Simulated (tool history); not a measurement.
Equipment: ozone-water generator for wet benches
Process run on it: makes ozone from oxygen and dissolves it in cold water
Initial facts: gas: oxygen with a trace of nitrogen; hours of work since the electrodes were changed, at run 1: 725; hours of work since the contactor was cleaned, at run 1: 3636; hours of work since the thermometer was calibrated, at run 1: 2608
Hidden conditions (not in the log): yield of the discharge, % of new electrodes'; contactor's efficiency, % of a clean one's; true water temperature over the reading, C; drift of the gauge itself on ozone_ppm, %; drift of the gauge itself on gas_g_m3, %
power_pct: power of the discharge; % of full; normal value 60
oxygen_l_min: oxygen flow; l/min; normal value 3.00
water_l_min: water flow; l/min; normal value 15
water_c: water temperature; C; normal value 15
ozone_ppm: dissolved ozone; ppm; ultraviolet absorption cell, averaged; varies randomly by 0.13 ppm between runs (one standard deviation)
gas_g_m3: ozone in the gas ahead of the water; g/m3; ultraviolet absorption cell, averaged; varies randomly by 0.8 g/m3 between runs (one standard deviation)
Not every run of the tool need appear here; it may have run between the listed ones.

run   hour  power_pct  oxygen_l_min  water_l_min  water_c  hours of work since the electrodes were changed  hours of work since the contactor was cleaned  hours of work since the thermometer was calibrated  ozone_ppm  gas_g_m3
  1    0.0         60          3.00           15       15                                              725                                           3636                                                2608       12.5     124.0
  2   51.8         60          3.00           15       15                                              762                                           3672                                                2645       12.5     123.4
  3   94.0         50          3.00           15       15                                              792                                           3702                                                2675       10.5     105.7
  4  128.8         50          3.00           15       15                                              817                                           3727                                                2700       10.6     104.0
     162.6  -- water thermometer calibrated
  5  168.0         50          3.00           15       15                                              844                                           3755                                                   4       10.2     103.1
  6  203.1         50          3.00           15       15                                              869                                           3779                                                  29       10.6     104.6
  7  263.0         60          3.00           15       15                                              912                                           3822                                                  71       12.4     124.1
  8  304.5         60          3.00           15       15                                              941                                           3851                                                 101       12.4     122.0
  9  330.2         60          3.00           15       15                                              960                                           3870                                                 119       12.4     122.5
 10  379.7         77          3.00           15       12                                              995                                           3905                                                 154       16.1     154.9
 11  411.2         60          1.51           22       15                                             1017                                           3927                                                 177        7.7     189.3
     439.1  -- water thermometer calibrated, once more
 12  466.8         44          5.13           15       15                                             1056                                           3966                                                  20        9.1      66.7
 13  496.1         44          5.13           15        8                                             1077                                           3987                                                  41       10.1      66.0
 14  529.7         44          5.13           15        8                                             1101                                           4011                                                  64       10.2      67.5
 15  564.8         69          5.13           15        8                                             1126                                           4036                                                  89       14.9      98.2
 16  594.1         69          5.13           15        8                                             1147                                           4057                                                 110       15.3      98.5
 17  640.8         69          5.13           15        8                                             1180                                           4090                                                 143       15.1      99.9

5 options for the next run, each taken on its own from the tool as it stands now. Forecast them:
  A  685.3         69          4.21           10        8                                             1211                                           4122                                                 175          ?         ?
  B  685.3         57          3.00           15       15                                             1211                                           4122                                                 175          ?         ?
  C  685.3         69          5.13           17       21                                             1211                                           4122                                                 175          ?         ?
  D  685.3         53          3.00           20       10                                             1211                                           4122                                                 175          ?         ?
  E  685.3         60          3.00           18       15                                             1211                                           4122                                                 175          ?         ?

run  ozone_ppm  gas_g_m3
  A       20.6     112.3
  B       11.7     117.0
  C       11.4      98.8
  D        8.8     109.0
  E       10.4     122.5
Stripped of hidden state, with their random variation kept, the same runs would have yielded:
run  ozone_ppm  gas_g_m3
  A       21.5     115.9
  B       12.2     120.1
  C       11.9     102.0
  D        9.2     111.7
  E       10.9     125.9
